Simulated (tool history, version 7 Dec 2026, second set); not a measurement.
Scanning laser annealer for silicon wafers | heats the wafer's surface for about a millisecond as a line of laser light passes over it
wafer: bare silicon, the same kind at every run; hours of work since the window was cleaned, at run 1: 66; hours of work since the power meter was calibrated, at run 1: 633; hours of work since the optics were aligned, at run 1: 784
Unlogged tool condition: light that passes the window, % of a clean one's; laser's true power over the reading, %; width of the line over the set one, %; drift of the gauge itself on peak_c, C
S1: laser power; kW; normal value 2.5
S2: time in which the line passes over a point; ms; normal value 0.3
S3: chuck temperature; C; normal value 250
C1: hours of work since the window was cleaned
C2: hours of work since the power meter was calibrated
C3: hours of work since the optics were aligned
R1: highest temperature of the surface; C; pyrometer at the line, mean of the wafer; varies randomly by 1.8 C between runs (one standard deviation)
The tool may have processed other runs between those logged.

run	hour	S1	S2	S3	C1	C2	C3	R1
1	0	2.5	0.3	250	66	633	784	1060
2	19.1	2.5	0.3	250	78	646	797	1060
3	30.7	2.5	0.3	250	86	653	804	1059
4	49.7	2.5	0.3	250	99	666	817	1060
5	72.5	2.622	0.3	250	114	682	832	1096
6	86.5	2.622	0.3	250	124	691	842	1099
7	101.3	2.5	0.289	250	134	701	852	1044
8	126.5	2.5	0.289	250	151	718	869	1042
9	148.8	2.5	0.3	262	166	733	884	1067
10	170.6	2.694	0.3	250	180	748	898	1113
11	191.4	2.694	0.3	250	194	762	912	1114
12	204.8	2.694	0.3	253	203	771	921	1115
13	224.5	2.694	0.297	253	217	784	935	1114
14	249.7	2.554	0.297	253	234	801	952	1064
15	277.2	2.5	0.3	261	252	819	970	1056
16	291	2.631	0.3	250	261	829	979	1089
# hour 294.5: window over the wafer cleaned
17	313.2	2.631	0.3	250	13	842	993	1078
18	336.4	2.631	0.3	250	28	858	1009	1074
# hour 348.4: window over the wafer cleaned, once more
19	360.7	2.188	0.3	274	8	873	1024	986
20	380.9	2.376	0.3	274	22	886	1037	1048
21	396.9	2.644	0.318	258	33	897	1048	1143
22	414.1	2.428	0.318	263	44	909	1060	1073
23	426	2.184	0.228	268	52	917	1068	895
24	441.2	2.525	0.3	256	62	927	1078	1074
25	460.7	2.542	0.282	256	76	940	1091	1058
26	485.4	2.255	0.219	259	92	957	1108	885
27	503.6	2.482	0.3	250	104	969	1120	1049
28	515.6	2.482	0.3	250	112	977	1128	1050

Run 29 comes next. What will it give?
29	542.1	2.482	0.3	250	130	995	1146	?

Run 29 gave R1 1048 C.
If the tool had no hidden condition, the same run with the same run-to-run variation would have returned R1 1071 C.

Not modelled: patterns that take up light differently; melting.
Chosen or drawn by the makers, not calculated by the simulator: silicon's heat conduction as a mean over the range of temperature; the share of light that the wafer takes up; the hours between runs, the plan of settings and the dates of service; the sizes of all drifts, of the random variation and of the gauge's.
